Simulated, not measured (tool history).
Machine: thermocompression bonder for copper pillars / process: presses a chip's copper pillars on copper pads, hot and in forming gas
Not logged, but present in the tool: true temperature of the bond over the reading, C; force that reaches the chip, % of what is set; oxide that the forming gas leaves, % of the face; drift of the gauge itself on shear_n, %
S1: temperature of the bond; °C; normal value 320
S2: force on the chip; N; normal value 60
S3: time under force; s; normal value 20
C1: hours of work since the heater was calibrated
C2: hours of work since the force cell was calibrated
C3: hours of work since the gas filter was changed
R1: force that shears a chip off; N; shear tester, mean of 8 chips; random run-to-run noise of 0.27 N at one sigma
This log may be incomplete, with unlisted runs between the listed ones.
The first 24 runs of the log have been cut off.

| run | hour | S1 | S2 | S3 | C1 | C2 | C3 | R1 |
|---|---|---|---|---|---|---|---|---|
| 25 | 431.5 | 300 | 41 | 47 | 419 | 379 | 120 | 28.9 |
| 26 | 453 | 300 | 41 | 47 | 431 | 391 | 132 | 29.1 |
| 27 | 468.2 | 300 | 41 | 47 | 440 | 400 | 141 | 29.1 |
| 28 | 492.7 | 348 | 78 | 31 | 454 | 414 | 155 | 58.4 |
| 29 | 503.9 | 320 | 52 | 58 | 460 | 420 | 161 | 45.9 |
| 30 | 519.2 | 320 | 52 | 58 | 469 | 429 | 170 | 44.9 |
| 31 | 537.6 | 343 | 52 | 39 | 479 | 439 | 180 | 47.3 |
| 32 | 555.6 | 313 | 64 | 13 | 489 | 449 | 190 | 28.6 |

Forecast each of these 5 alternatives for the next run:
| A | 569.1 | 350 | 64 | 13 | 497 | 457 | 198 | ? |
| B | 569.1 | 301 | 82 | 13 | 497 | 457 | 198 | ? |
| C | 569.1 | 320 | 60 | 16 | 497 | 457 | 198 | ? |
| D | 569.1 | 313 | 66 | 13 | 497 | 457 | 198 | ? |
| E | 569.1 | 297 | 62 | 12 | 497 | 457 | 198 | ? |

| run | R1 |
|---|---|
| A | 40 |
| B | 31.5 |
| C | 32 |
| D | 29.4 |
| E | 23.1 |
Had the tool no hidden state, the same runs would have come out as:
| run | R1 |
|---|---|
| A | 38.1 |
| B | 29.4 |
| C | 30.1 |
| D | 27.5 |
| E | 21.4 |
